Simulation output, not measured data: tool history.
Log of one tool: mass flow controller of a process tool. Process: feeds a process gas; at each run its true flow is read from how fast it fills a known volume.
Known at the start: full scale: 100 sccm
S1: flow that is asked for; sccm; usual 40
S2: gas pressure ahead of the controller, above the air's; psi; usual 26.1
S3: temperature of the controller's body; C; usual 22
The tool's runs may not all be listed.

{"run": 1, "hour": 0.0, "S1": 40, "S2": 26.1, "S3": 22, "true flow (%)": 98.49}
{"run": 2, "hour": 272.6, "S1": 40, "S2": 26.1, "S3": 22, "true flow (%)": 98.45}
{"run": 3, "hour": 462.7, "S1": 27, "S2": 26.1, "S3": 22, "true flow (%)": 98.37}
{"run": 4, "hour": 624.4, "S1": 27, "S2": 26.1, "S3": 22, "true flow (%)": 98.44}
{"run": 5, "hour": 989.9, "S1": 27, "S2": 26.1, "S3": 22, "true flow (%)": 98.57}
{"run": 6, "hour": 1186.6, "S1": 27, "S2": 26.1, "S3": 22, "true flow (%)": 98.55}
{"run": 7, "hour": 1444.4, "S1": 27, "S2": 26.1, "S3": 22, "true flow (%)": 98.7}
{"run": 8, "hour": 1664.0, "S1": 40, "S2": 26.1, "S3": 34, "true flow (%)": 98.87}
{"run": 9, "hour": 1917.6, "S1": 40, "S2": 26.1, "S3": 34, "true flow (%)": 98.83}
{"run": 10, "hour": 2142.5, "S1": 40, "S2": 26.1, "S3": 34, "true flow (%)": 99.0}
{"run": 11, "hour": 2370.4, "S1": 40, "S2": 26.1, "S3": 34, "true flow (%)": 99.1}
{"run": 12, "hour": 2580.4, "S1": 40, "S2": 26.1, "S3": 23, "true flow (%)": 99.35}
{"run": 13, "hour": 2901.4, "S1": 40, "S2": 26.1, "S3": 23, "true flow (%)": 99.42}
{"run": 14, "hour": 3198.8, "S1": 40, "S2": 26.1, "S3": 23, "true flow (%)": 99.55}
{"run": 15, "hour": 3385.0, "S1": 40, "S2": 26.1, "S3": 22, "true flow (%)": 99.59}
{"run": 16, "hour": 3759.3, "S1": 40, "S2": 26.1, "S3": 22, "true flow (%)": 99.62}
{"run": 17, "hour": 4148.8, "S1": 40, "S2": 26.1, "S3": 22, "true flow (%)": 100.02}
{"run": 18, "hour": 4469.1, "S1": 40, "S2": 26.1, "S3": 22, "true flow (%)": 99.97}
{"run": 19, "hour": 4847.2, "S1": 40, "S2": 26.1, "S3": 22, "true flow (%)": 100.17}
{"run": 20, "hour": 5176.2, "S1": 40, "S2": 26.1, "S3": 22, "true flow (%)": 100.32}
{"run": 21, "hour": 5395.2, "S1": 40, "S2": 26.1, "S3": 22, "true flow (%)": 100.3}
{"run": 22, "hour": 5591.8, "S1": 40, "S2": 26.1, "S3": 22, "true flow (%)": 100.41}
{"run": 23, "hour": 5866.2, "S1": 40, "S2": 26.5, "S3": 22, "true flow (%)": 100.38}
{"run": 24, "hour": 6099.8, "S1": 40, "S2": 26.5, "S3": 22, "true flow (%)": 100.5}
{"run": 25, "hour": 6319.5, "S1": 12, "S2": 24.2, "S3": 22, "true flow (%)": 99.83}
{"run": 26, "hour": 6622.0, "S1": 96, "S2": 37.7, "S3": 36, "true flow (%)": 102.11}
{"run": 27, "hour": 6786.3, "S1": 96, "S2": 37.7, "S3": 36, "true flow (%)": 102.15}
{"hour": 7120.7, "done": "gauge calibrated"}
{"run": 28, "hour": 7158.2, "S1": 45, "S2": 33.6, "S3": 39, "true flow (%)": 98.55}
{"run": 29, "hour": 7403.6, "S1": 80, "S2": 24.9, "S3": 25, "true flow (%)": 99.47}
{"run": 30, "hour": 7689.0, "S1": 80, "S2": 24.9, "S3": 31, "true flow (%)": 99.38}
{"run": 31, "hour": 7986.8, "S1": 82, "S2": 32.1, "S3": 23, "true flow (%)": 99.94}
{"run": 32, "hour": 8347.0, "S1": 100, "S2": 31.5, "S3": 36, "true flow (%)": 100.23}
{"hour": 8364.4, "done": "controller's zero set anew"}
{"run": 33, "hour": 8536.4, "S1": 100, "S2": 31.5, "S3": 36, "true flow (%)": 100.24}
{"run": 34, "hour": 8831.5, "S1": 100, "S2": 33.9, "S3": 22, "true flow (%)": 100.72}
{"run": 35, "hour": 9049.4, "S1": 40, "S2": 23.6, "S3": 22, "true flow (%)": 99.09}
{"run": 36, "hour": 9270.3, "S1": 40, "S2": 29.4, "S3": 23, "true flow (%)": 99.2}
{"run": 37, "hour": 9654.6, "S1": 34, "S2": 21.6, "S3": 33, "true flow (%)": 99.03}
{"run": 38, "hour": 9938.5, "S1": 34, "S2": 21.6, "S3": 33, "true flow (%)": 98.89}
{"run": 39, "hour": 10158.3, "S1": 13, "S2": 38.0, "S3": 36, "true flow (%)": 98.86}
{"run": 40, "hour": 10367.3, "S1": 13, "S2": 38.0, "S3": 36, "true flow (%)": 98.9}
{"run": 41, "hour": 10702.3, "S1": 40, "S2": 26.1, "S3": 30, "true flow (%)": 99.58}

Forecast run 42:
{"run": 42, "hour": 11055.7, "S1": 84, "S2": 26.1, "S3": 28, "true flow (%)": "?"}

Run 42 gave true flow (%) 100.71.
Without the tool's hidden state the same run would have given true flow (%) 99.40.
